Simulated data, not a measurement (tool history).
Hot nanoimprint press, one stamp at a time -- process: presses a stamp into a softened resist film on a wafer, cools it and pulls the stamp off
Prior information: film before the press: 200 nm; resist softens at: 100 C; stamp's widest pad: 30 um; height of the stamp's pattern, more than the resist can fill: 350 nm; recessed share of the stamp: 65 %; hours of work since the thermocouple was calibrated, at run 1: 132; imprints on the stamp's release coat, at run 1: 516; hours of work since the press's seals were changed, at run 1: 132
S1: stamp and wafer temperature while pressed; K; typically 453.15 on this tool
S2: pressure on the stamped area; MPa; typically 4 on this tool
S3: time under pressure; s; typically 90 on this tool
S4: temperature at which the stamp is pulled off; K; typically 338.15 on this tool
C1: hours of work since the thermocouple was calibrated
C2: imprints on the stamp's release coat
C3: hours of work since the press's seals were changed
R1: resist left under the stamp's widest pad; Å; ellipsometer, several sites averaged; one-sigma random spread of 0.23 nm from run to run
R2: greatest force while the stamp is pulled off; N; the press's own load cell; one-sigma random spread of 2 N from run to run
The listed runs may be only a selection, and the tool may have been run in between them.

run,hour,S1,S2,S3,S4,C1,C2,C3,R1,R2
1,0,453.15,4,90,338.15,132,516,132,761,144
# hour 11.8: stamp cleaned and given a new release coat
2,51.8,453.15,4,90,338.15,153,129,153,759,127
3,80.4,453.15,4,90,338.15,166,221,166,764,129
4,122.3,453.15,4,90,338.15,186,356,186,763,135
# hour 186: stamp cleaned and given a new release coat
5,187.8,453.15,4,171,338.15,213,6,213,615,119
6,249,453.15,4,171,338.15,242,202,242,620,127
7,277.5,463.15,4,90,338.15,255,294,255,559,133
8,321.5,463.15,4,90,338.15,275,436,275,565,143
# hour 360.1: stamp cleaned and given a new release coat
9,360.3,463.15,4,90,338.15,290,1,290,563,122
10,428.4,465.15,6.15,90,338.15,322,220,322,406,132
# hour 446.9: plate thermocouple calibrated
11,485.5,453.15,5.08,90,328.15,18,394,347,649,151
# hour 538.6: stamp cleaned and given a new release coat
12,539.4,453.15,5.08,90,328.15,40,2,369,653,134
13,606.3,453.15,2.61,90,330.15,71,217,400,969,139
14,638.8,460.15,3.47,90,337.15,86,322,415,658,136
15,682.4,453.15,4,48,340.15,106,463,436,928,134
# hour 710.6: stamp cleaned and given a new release coat
16,743,461.15,3.47,45,338.15,132,104,461,813,126
17,780.5,453.15,4,51,335.15,149,225,478,916,135
18,815.6,453.15,3.58,90,333.15,165,338,495,810,147

Had the tool no unlogged condition, and each run kept its random variation, what would the results have been?
The tool's hidden condition here consists of: true temperature over the reading, C; pressure that arrives at the usual setting, %; grip of the stamp's worn release coat, % over a new coat's; drift of the gauge itself on residual_nm, %; drift of the gauge itself on pull_off_n, %.
run,R1,R2
1,756,122
2,753,122
3,756,119
4,754,120
5,606,118
6,609,118
7,550,121
8,555,123
9,552,121
10,397,122
11,650,133
12,653,134
13,968,130
14,656,123
15,924,116
16,807,122
17,908,125
18,802,132
